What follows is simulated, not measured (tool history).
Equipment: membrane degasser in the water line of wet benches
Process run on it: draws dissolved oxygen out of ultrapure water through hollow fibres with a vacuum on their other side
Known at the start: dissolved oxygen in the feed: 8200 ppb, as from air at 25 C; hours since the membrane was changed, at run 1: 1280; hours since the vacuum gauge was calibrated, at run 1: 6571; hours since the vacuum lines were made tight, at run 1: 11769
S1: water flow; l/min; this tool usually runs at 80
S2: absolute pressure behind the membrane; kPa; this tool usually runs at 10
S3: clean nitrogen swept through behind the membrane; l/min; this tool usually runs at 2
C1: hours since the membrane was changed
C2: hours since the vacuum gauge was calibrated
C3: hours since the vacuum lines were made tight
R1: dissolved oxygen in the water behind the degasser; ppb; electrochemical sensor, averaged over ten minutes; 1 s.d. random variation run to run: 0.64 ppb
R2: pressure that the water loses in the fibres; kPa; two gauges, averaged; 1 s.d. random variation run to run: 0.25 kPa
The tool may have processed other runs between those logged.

run    hour   S1    S2    S3    C1    C2     C3      R1      R2
  1       0   80    10     2  1280  6571  11769   530.3   66.08
  2    95.4   80    10     2  1376  6666  11864     529   66.25
  3     181   80  22.8     2  1461  6752  11950  1371.4   66.74
  4   243.3   60    10     2  1524  6814  12012   422.5   49.76
  5   345.6   80    10     2  1626  6916  12114   530.3   66.44
  6   436.1   80    10     2  1716  7007  12205   529.2   66.98
      465.2  -- seals of the vacuum lines changed
  7   512.2   80    10     2  1790  7081     47   530.4   66.69
  8     590   80    10     2  1868  7159    125   530.1   66.55
  9   656.8   80    10     2  1935  7225    192   530.5   66.53
 10   734.9   80    10     2  2013  7303    270   530.5   67.49
 11   786.7   80    10     2  2065  7355    321   529.1   66.74
 12   889.1   80    10     2  2167  7458    424   530.1   66.86
 13   939.1   80    10     2  2217  7508    474   529.9   66.56
 14  1015.9   80    10     2  2294  7584    551   530.6    66.7
 15  1080.5   80    10     2  2359  7649    615   531.9   66.81
 16  1174.5   80   7.7     2  2453  7743    709   363.3   66.86
 17  1254.4   55   6.7  1.08  2533  7823    789   341.8   45.81
 18  1353.7   80  14.9  4.99  2632  7922    888   416.8   66.96
 19  1428.9   80  21.5  2.45  2707  7997    964  1109.7   66.98
 20  1476.1   80  21.5  2.45  2754  8045   1011  1114.9   67.64
     1483.6  -- vacuum gauge calibrated
 21  1564.2  125  16.9  5.51  2842    81   1098     661  104.57
 22  1651.1  125  16.9  5.51  2929   167   1185   662.2  104.75
 23  1713.4  125  16.9  5.51  2991   230   1248   661.2  104.74
 24  1792.5   61  16.9  5.51  3070   309   1327   350.2   51.47
 25  1846.3   61  16.9  5.51  3124   363   1381   349.5   51.29
 26  1902.4   69   8.2  1.37  3180   419   1437   481.5   57.84
 27  1991.4   69   8.2  1.37  3269   508   1526   481.1   57.71
     2030.2  -- vacuum gauge calibrated, once more
 28  2060.8  127   8.2  0.81  3338    31   1595   951.7  107.24
 29  2116.8   61  11.7  0.94  3394    87   1651   909.1   51.39
 30  2196.6   57    10  2.75  3474   166   1730   305.5   48.07
 31  2258.1   57    10  2.75  3535   228   1792   306.1   47.75

A few steps of R1 between consecutive runs. Split each: what settings, incoming material and random variation would produce without the hidden state, and what is left over for the hidden state, along with gauge scatter present in only one of the two compared results (measured, and without hidden state):
Hidden state at play: membrane still open, %; true pressure behind the membrane over the reading, kPa; air that leaks in behind the membrane, l/min; drift of the gauge itself on oxygen_ppb, %; drift of the gauge itself on loss_of_pressure_kpa, %.
Run 2 -> 3: S2 10 -> 22.8. R1 +842.4 ppb: hidden state +0.6, all else +841.8.
Run 3 -> 4: S1 80 -> 60, S2 22.8 -> 10. R1 -948.9 ppb: hidden state -1.2, all else -947.7.
Run 17 -> 18: S1 55 -> 80, S2 6.7 -> 14.9, S3 1.08 -> 4.99. R1 +75 ppb: hidden state -7.5, all else +82.5.
Run 18 -> 19: S2 14.9 -> 21.5, S3 4.99 -> 2.45. R1 +692.9 ppb: hidden state +2.8, all else +690.1.
Run 25 -> 26: S1 61 -> 69, S2 16.9 -> 8.2, S3 5.51 -> 1.37. R1 +132 ppb: hidden state +14.3, all else +117.7.
Run 27 -> 28: S1 69 -> 127, S3 1.37 -> 0.81, vacuum gauge calibrated, once more. R1 +470.6 ppb: hidden state -12.1, all else +482.7.

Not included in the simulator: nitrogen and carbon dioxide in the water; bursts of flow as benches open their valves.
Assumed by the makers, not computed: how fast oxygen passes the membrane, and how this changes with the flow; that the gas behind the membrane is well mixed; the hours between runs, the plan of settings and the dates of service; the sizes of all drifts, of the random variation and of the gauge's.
